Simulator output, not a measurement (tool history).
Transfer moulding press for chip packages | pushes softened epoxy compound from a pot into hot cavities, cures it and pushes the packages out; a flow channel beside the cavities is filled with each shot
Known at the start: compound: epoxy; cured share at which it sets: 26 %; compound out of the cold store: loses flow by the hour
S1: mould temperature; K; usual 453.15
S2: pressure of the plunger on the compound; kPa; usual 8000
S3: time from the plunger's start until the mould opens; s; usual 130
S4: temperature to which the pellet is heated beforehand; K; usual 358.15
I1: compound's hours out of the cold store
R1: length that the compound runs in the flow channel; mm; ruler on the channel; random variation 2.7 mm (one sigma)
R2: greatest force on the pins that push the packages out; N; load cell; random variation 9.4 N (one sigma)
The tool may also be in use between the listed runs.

run,hour,S1,S2,S3,S4,I1,R1,R2
1,0,453.15,8000,130,358.15,36.2,715,523
2,14.8,453.15,8410,130,358.15,10.4,855,570
# hour 24: cavities cleaned with cleaning compound and waxed
3,33.6,453.15,8410,130,358.15,30.6,752,440
4,45.5,453.15,8410,130,358.15,23.8,780,472
5,54.3,453.15,8410,165,358.15,42.8,693,460
6,72.4,453.15,8410,165,358.15,28.9,754,501
7,83.8,453.15,6410,130,358.15,20.8,692,550
8,98.1,453.15,6410,130,358.15,46.7,587,549
# hour 110.5: cavities cleaned with cleaning compound and waxed
9,115.6,453.15,8000,130,356.15,19,776,436
10,125.5,451.15,8000,130,358.15,16.1,800,495
11,139.1,451.15,8000,130,358.15,35.3,704,519
12,147.5,451.15,8000,130,358.15,35.1,705,525
13,160.3,451.15,8000,130,358.15,11.6,818,568
14,177.4,452.15,8000,130,358.15,27.3,732,559
15,185.7,457.15,8000,130,364.15,15.8,777,529
# hour 197.4: cavities cleaned with cleaning compound and waxed
16,200.9,453.15,8000,119,364.15,43.4,657,436
17,217.4,453.15,8000,119,364.15,41.8,663,503
18,232,449.15,8000,129,360.15,36,695,588
19,244.1,446.15,8000,129,362.15,11.1,826,726
20,253.4,449.15,8000,130,355.15,21.6,763,609
21,268,449.15,8000,164,353.15,34.3,703,522
22,281.6,452.15,8810,130,351.15,34.4,727,580
# hour 284.6: cavities cleaned with cleaning compound and waxed
23,294.4,452.15,8810,130,351.15,21.1,789,465
24,311.6,458.15,8800,164,357.15,29.9,734,446
25,320.8,453.15,9260,130,358.15,35.7,733,504
26,339.6,453.15,9260,120,358.15,9.5,865,582
27,348.1,453.15,9260,120,358.15,44.9,695,560

Forecast each of these 5 alternatives for the next run:
A,358.4,453.15,9500,157,351.15,47.4,?,?
B,358.4,453.15,9260,141,358.15,34.2,?,?
C,358.4,453.15,8000,130,358.15,38.1,?,?
D,358.4,450.15,8000,130,358.15,13.4,?,?
E,358.4,457.15,8000,170,358.15,12.1,?,?

run,R1,R2
A,693,505
B,739,551
C,671,558
D,791,617
E,778,502
Without the tool's hidden state the same runs would have given:
run,R1,R2
A,732,371
B,781,407
C,709,415
D,836,465
E,822,368
